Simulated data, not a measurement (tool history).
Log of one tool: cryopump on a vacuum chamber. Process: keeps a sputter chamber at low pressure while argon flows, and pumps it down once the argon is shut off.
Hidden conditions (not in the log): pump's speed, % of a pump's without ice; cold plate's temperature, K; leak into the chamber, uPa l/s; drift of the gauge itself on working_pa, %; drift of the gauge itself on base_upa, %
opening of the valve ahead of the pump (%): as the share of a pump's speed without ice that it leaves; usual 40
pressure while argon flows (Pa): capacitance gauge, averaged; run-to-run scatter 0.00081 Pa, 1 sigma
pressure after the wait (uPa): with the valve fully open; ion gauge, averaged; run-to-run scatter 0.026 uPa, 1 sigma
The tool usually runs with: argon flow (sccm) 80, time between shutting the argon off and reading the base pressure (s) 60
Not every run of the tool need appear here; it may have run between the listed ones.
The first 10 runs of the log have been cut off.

run	day	argon flow (sccm)	time between shutting the argon off and reading the base pressure (s)	opening of the valve ahead of the pump (%)	hours of work since the pump was warmed up and emptied	hours of work since the cold head was overhauled	hours of work since the chamber's fittings were tightened	pressure while argon flows (Pa)	pressure after the wait (uPa)
11	15.738	80	60	29	312	686	1636	0.2465	1.76
12	17.529	80	34	40	348	722	1671	0.1892	2.46
# day 18.175: pump warmed up, emptied and cooled again
13	18.900	80	34	40	14	745	1694	0.1631	2.23
14	20.900	112	34	40	54	785	1734	0.2290	2.29
15	23.354	112	34	40	103	833	1783	0.2350	2.28
# day 24.025: leaking fittings of the chamber tightened, without venting
16	24.758	112	34	40	129	860	15	0.2372	1.78
17	26.438	80	60	20	162	893	48	0.3347	1.06
18	28.588	80	96	20	205	936	91	0.3365	0.75
19	30.471	80	96	20	242	973	128	0.3391	0.79
20	32.000	150	60	40	273	1003	158	0.3379	1.14
21	34.000	137	247	17	312	1043	198	0.6883	0.51
22	35.583	60	247	17	344	1074	229	0.3045	0.53
# day 36.500: pump warmed up, emptied and cooled again
23	37.829	41	40	58	26	1115	270	0.0582	1.62
24	39.733	45	60	40	64	1152	307	0.0919	1.15
25	42.192	93	211	35	113	1201	356	0.2216	0.49
26	43.879	66	49	56	146	1235	390	0.1028	1.46
27	45.188	66	64	26	172	1261	416	0.2130	1.17
28	46.642	80	39	49	201	1289	444	0.1451	1.75
29	47.942	60	34	32	227	1315	470	0.1614	1.97
30	50.296	60	34	52	274	1362	517	0.1078	1.96
31	52.479	45	221	21	317	1405	560	0.1858	0.67
32	53.725	45	221	21	342	1430	585	0.1876	0.69

Predict each of these 4 candidate next runs independently; none follows another, all start after run 32:
# day 54.683: pump warmed up, emptied and cooled again
A	56.488	45	101	16	36	1481	636	?	?
# day 54.683: pump warmed up, emptied and cooled again
B	56.488	37	51	16	36	1481	636	?	?
# day 54.683: pump warmed up, emptied and cooled again
C	56.488	73	117	43	36	1481	636	?	?
# day 54.683: pump warmed up, emptied and cooled again
D	56.488	80	68	24	36	1481	636	?	?

run	pressure while argon flows (Pa)	pressure after the wait (uPa)
A	0.2266	0.87
B	0.1869	1.42
C	0.1399	0.77
D	0.2697	1.11
Without the tool's unlogged condition, the same runs would have read:
run	pressure while argon flows (Pa)	pressure after the wait (uPa)
A	0.2244	0.68
B	0.1852	1.23
C	0.1364	0.58
D	0.2659	0.93
